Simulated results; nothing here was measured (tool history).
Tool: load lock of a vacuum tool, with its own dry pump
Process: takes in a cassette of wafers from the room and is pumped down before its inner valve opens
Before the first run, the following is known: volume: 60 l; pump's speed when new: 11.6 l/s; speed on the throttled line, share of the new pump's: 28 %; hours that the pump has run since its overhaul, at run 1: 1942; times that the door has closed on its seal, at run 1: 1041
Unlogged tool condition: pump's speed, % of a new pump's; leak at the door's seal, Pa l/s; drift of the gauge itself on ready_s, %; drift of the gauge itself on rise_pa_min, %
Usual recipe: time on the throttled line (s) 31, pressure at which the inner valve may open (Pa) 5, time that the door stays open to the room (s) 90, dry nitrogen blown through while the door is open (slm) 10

run,hour,time on the throttled line (s),pressure at which the inner valve may open (Pa),time that the door stays open to the room (s),dry nitrogen blown through while the door is open (slm),hours that the pump has run since its overhaul,times that the door has closed on its seal,"incoming humidity of the room's air, %",time from the closed door until the inner valve may open (s),rise of the pressure with all valves shut (Pa/min)
1,0.0,31,5,90,10,1942,1041,44.4,75.7,0.044
2,123.0,31,5,90,10,2065,1535,45.3,76.4,0.051
3,257.4,31,5,90,10,2199,2075,46.4,76.8,0.064
4,360.2,31,5,90,10,2302,2489,44.9,76.6,0.056
5,472.2,31,5,90,28,2414,2939,46.2,76.6,0.054
6,632.2,31,5,90,28,2574,3582,46.6,75.9,0.054
7,723.9,31,5,90,28,2666,3951,48.0,77.0,0.059
8,805.5,31,5,90,28,2748,4279,42.0,76.9,0.053
9,926.7,25,7,161,19,2869,4766,43.8,70.3,0.074
10,1013.3,18,5,90,10,2955,5114,43.0,67.9,0.082
11,1099.9,18,5,90,10,3042,5462,43.7,67.9,0.086
12,1252.7,18,5,90,10,3195,6077,46.4,68.3,0.103
13,1371.5,19,5,27,16,3314,6554,44.1,69.1,0.074
14,1513.5,19,5,27,16,3456,7125,49.3,69.9,0.087
15,1646.4,19,5,163,41,3588,7659,44.7,69.2,0.103
16,1752.3,31,5,90,5,3694,8085,46.9,77.7,0.134

Below are 3 alternative next runs, each starting from the tool's condition after run 16. Predict each:
A,1911.0,31,5,90,7,3853,8723,41.6,?,?
B,1911.0,31,4,44,13,3853,8723,45.7,?,?
C,1911.0,34,8,90,24,3853,8723,44.0,?,?

run,time from the closed door until the inner valve may open (s),rise of the pressure with all valves shut (Pa/min)
A,77.3,0.139
B,79.1,0.121
C,77.8,0.120
What these runs would have given with no unlogged condition in the tool:
run,time from the closed door until the inner valve may open (s),rise of the pressure with all valves shut (Pa/min)
A,73.6,0.047
B,75.3,0.030
C,74.4,0.028
